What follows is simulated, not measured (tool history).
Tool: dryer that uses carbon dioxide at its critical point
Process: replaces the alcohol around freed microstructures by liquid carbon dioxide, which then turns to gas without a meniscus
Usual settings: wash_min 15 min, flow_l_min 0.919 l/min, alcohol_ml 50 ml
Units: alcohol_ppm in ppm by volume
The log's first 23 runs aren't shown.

run   hour  wash_min  flow_l_min  alcohol_ml  hours of work since the filter was changed  hours of work since the purifier's bed was changed  alcohol_ppm
 24  481.8        15       0.582          54                                         160                                                 461          799
 25  496.5        10       0.582          93                                         169                                                 471         4339
       513  -- inlet filter changed
 26    514        15       0.782         112                                           1                                                 482          259
 27  537.4        15       0.782         112                                          17                                                 498          292
 28  565.4        20       0.994          36                                          36                                                 517           45
 29  580.5        10       0.994          89                                          46                                                 527          525
 30  597.7        10       0.994          89                                          57                                                 539          515
 31  623.8        11       0.679         116                                          75                                                 556         2139
 32  646.9        15       1.331          27                                          91                                                 572           46
 33  673.5        10       0.648          87                                         109                                                 590         2726
 34  698.4        10       0.648          87                                         126                                                 607         2826
 35    725        12       0.919          50                                         144                                                 625          273
 36  750.9        12       0.603          52                                         161                                                 642         1370
     776.9  -- inlet filter changed
 37  781.2        12       0.603          84                                           3                                                 662         1492
 38  796.4        11       0.828          55                                          13                                                 673          447
 39  820.5        21       1.271          23                                          30                                                 689           57
 40  845.6        21       1.271          23                                          47                                                 706           56
 41    875        21         1.3          59                                          67                                                 726           47
 42  888.9        13       1.496          50                                          76                                                 735           59
 43  916.7        16       1.086          44                                          95                                                 754           68
 44  944.7        16       1.086          44                                         114                                                 773           64
 45  968.3        11       0.625         101                                         130                                                 789         2832
 46  984.7        11       1.354         101                                         141                                                 800          134

3 ways to go on from here, each from the tool as it stands after run 46. What would each give?
  A  1000        20       0.654          37                                         151                                                 811            ?
  B  1000        19       0.782          50                                         151                                                 811            ?
  C  1000        11       0.919          50                                         151                                                 811            ?

run  alcohol_ppm
  A          138
  B          106
  C          414
Without the tool's hidden state the same runs would have given:
run  alcohol_ppm
  A           50
  B           29
  C          224

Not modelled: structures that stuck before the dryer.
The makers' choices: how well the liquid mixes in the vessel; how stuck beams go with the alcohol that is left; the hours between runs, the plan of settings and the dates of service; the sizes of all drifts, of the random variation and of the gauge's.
